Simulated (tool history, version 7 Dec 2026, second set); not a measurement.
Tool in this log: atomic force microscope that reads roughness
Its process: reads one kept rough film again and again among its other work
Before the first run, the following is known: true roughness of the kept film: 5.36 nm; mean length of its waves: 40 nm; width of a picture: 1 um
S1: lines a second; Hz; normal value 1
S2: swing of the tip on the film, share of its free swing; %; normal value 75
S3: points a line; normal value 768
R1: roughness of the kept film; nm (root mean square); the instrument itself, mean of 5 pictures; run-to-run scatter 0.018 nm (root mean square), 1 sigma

run     day    S1  S2   S3     R1
  1       0     1  75  768  3.317
      0.108  -- new tip fitted
  2   0.846     1  81  768  3.814
  3   1.425     1  81  768  3.514
      2.121  -- new tip fitted
  4   2.325     1  81  768  4.117
  5   3.083     1  75  768  3.818
  6   3.875     1  75  383  3.458
      4.083  -- new tip fitted
  7   4.638     1  75  895  4.034
  8   5.171     1  75  768  3.765
  9   5.896     1  89  768   3.17
      6.067  -- new tip fitted
 10   6.733     1  89  768  3.706
 11   7.375     1  72  466  3.686
      7.462  -- height scale calibrated on a step standard
 12   7.892     1  72  466  3.516
      8.088  -- new tip fitted
 13   8.867     1  75  915  3.929
 14   9.792     1  75  362   3.49
      9.975  -- height scale calibrated on a step standard, once more
     10.092  -- new tip fitted
 15  10.554  1.09  87  393  3.719
 16  11.488  0.81  82  768  3.528
       12.1  -- new tip fitted
 17  12.125  0.81  82  768  4.271
 18  12.633  0.63  82  768  4.052

Here are 3 independent what-if runs from the current tool condition. What would each one return?
  A  13.488  0.63  82  278   ?
  B  13.488  2.37  65  532   ?
  C  13.488     1  75  262   ?

run     R1
  A  3.606
  B  3.504
  C  3.597
With no hidden state in the tool, these same runs would have given:
run     R1
  A  4.342
  B  4.217
  C  4.329
